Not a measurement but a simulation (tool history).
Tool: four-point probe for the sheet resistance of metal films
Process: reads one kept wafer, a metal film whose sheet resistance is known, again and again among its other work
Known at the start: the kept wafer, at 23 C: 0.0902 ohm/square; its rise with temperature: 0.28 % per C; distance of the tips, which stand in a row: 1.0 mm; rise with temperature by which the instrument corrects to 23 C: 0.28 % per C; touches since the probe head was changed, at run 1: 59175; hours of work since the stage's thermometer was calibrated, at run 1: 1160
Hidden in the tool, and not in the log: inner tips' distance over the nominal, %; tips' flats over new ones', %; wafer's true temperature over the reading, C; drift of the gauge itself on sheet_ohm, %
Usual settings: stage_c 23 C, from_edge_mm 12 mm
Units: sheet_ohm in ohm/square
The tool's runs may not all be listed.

| run | hour | stage_c | from_edge_mm | touches since the probe head was changed | hours of work since the stage's thermometer was calibrated | sheet_ohm |
|---|---|---|---|---|---|---|
| 1 | 0 | 23 | 12 | 59175 | 1160 | 0.090726 |
| 2 | 50.3 | 23 | 12 | 61090 | 1194 | 0.090747 |
| 3 | 85.2 | 23 | 12 | 62422 | 1218 | 0.090772 |
| 4 | 124 | 23 | 12 | 63900 | 1244 | 0.090756 |
| 5 | 151.2 | 23 | 12 | 64935 | 1263 | 0.09072 |
| 6 | 181.6 | 23 | 12 | 66094 | 1283 | 0.090769 |
| 7 | 229.9 | 23 | 12 | 67933 | 1316 | 0.090777 |
| 8 | 254.3 | 23 | 12 | 68865 | 1333 | 0.090745 |
| 9 | 290.6 | 23 | 12 | 70247 | 1358 | 0.09078 |
| 10 | 322.9 | 23 | 12 | 71478 | 1380 | 0.090778 |
| 11 | 364.4 | 23 | 12 | 73059 | 1408 | 0.090795 |
| 12 | 398.7 | 24 | 12 | 74367 | 1431 | 0.090789 |
| 13 | 420.1 | 24 | 12 | 75181 | 1446 | 0.090747 |
| 14 | 467.9 | 24 | 12 | 77001 | 1479 | 0.090795 |
| 15 | 496.4 | 24 | 12 | 78088 | 1498 | 0.090774 |
| 16 | 537.1 | 24 | 12 | 79640 | 1526 | 0.090777 |
| 17 | 575.4 | 33 | 12 | 81096 | 1552 | 0.090709 |
| 18 | 612.7 | 33 | 12 | 82521 | 1577 | 0.090716 |
| 19 | 650.2 | 33 | 12 | 83946 | 1603 | 0.090766 |
| 20 | 678.4 | 30 | 24 | 85023 | 1622 | 0.090479 |
| 21 | 723.9 | 30 | 24 | 86756 | 1653 | 0.090534 |
| 22 | 749.5 | 30 | 24 | 87730 | 1671 | 0.090525 |
| 23 | 778.5 | 21 | 31 | 88834 | 1690 | 0.090587 |
| 24 | 815.1 | 29 | 4 | 90230 | 1715 | 0.093398 |
| 25 | 843.1 | 29 | 20 | 91298 | 1734 | 0.090558 |
| 26 | 864.8 | 25 | 20 | 92123 | 1749 | 0.090597 |
| 27 | 897 | 33 | 18 | 93350 | 1771 | 0.090584 |
| 28 | 924 | 33 | 18 | 94379 | 1790 | 0.090585 |
| 29 | 963.2 | 18 | 3 | 95871 | 1816 | 0.095648 |
| 30 | 986.2 | 18 | 3 | 96750 | 1832 | 0.095633 |
| 31 | 1022.6 | 19 | 41 | 98137 | 1857 | 0.090608 |
| 32 | 1059.3 | 19 | 41 | 99533 | 1882 | 0.090585 |
| 33 | 1082 | 19 | 41 | 100399 | 1897 | 0.09062 |
| 34 | 1126.1 | 30 | 12 | 102079 | 1927 | 0.090811 |

Run 35 comes next. What will it give?
| 35 | 1149.9 | 30 | 12 | 102986 | 1944 | ? |

sheet_ohm: 0.090826 ohm/square
Without the tool's hidden state the same run would have given sheet_ohm 0.090493 ohm/square.

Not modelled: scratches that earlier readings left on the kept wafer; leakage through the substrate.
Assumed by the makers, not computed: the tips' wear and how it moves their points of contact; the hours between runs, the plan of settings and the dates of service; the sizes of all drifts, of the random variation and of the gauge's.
